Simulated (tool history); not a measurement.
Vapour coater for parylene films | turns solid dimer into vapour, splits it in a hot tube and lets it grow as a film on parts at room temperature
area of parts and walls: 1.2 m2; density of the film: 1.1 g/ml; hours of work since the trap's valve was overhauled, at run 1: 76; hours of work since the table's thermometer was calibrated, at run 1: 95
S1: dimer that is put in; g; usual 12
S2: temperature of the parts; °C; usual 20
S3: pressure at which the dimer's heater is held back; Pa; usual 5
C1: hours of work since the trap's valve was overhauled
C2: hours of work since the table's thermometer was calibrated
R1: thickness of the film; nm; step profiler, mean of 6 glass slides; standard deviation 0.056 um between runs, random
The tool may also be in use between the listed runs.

run   hour  S1  S2     S3   C1   C2    R1
  1      0  12  20      5   76   95  6320
  2   18.1  12  20      5   84  103  6390
  3   30.1  12  20      5   89  108  6340
  4   52.9  12  20      5   99  117  6360
  5   74.8  12  20      5  108  127  6460
  6   89.8  12  20      5  114  133  6410
  7  100.9  12  20      5  119  138  6260
  8  113.2  12  20      5  124  143  6380
  9  126.3  11  20   6.37  130  148  5690
 10    148  13  25   5.29  139  158  6010
 11  157.7  12  20  10.52  143  162  5770
 12  168.3  15  22    5.7  148  166  7460
 13  190.6  12  20   6.41  157  176  6080
 14  205.2   7  16   6.89  163  182  3870
 15  226.6  13  20    4.5  172  191  6840

Branching from run 15: 5 alternative next runs. What would each branch give?
  A  245.8  21  12  5.89  180  199   ?
  B  245.8  12  28  2.86  180  199   ?
  C  245.8  13  29   4.5  180  199   ?
  D  245.8  15  13  7.97  180  199   ?
  E  245.8  16  23  2.74  180  199   ?

run     R1
  A  12900
  B   5480
  C   5470
  D   8760
  E   8130
With the hidden condition removed and each run's random variation left untouched, the same runs would have given:
run     R1
  A  13570
  B   5760
  C   5760
  D   9210
  E   8550
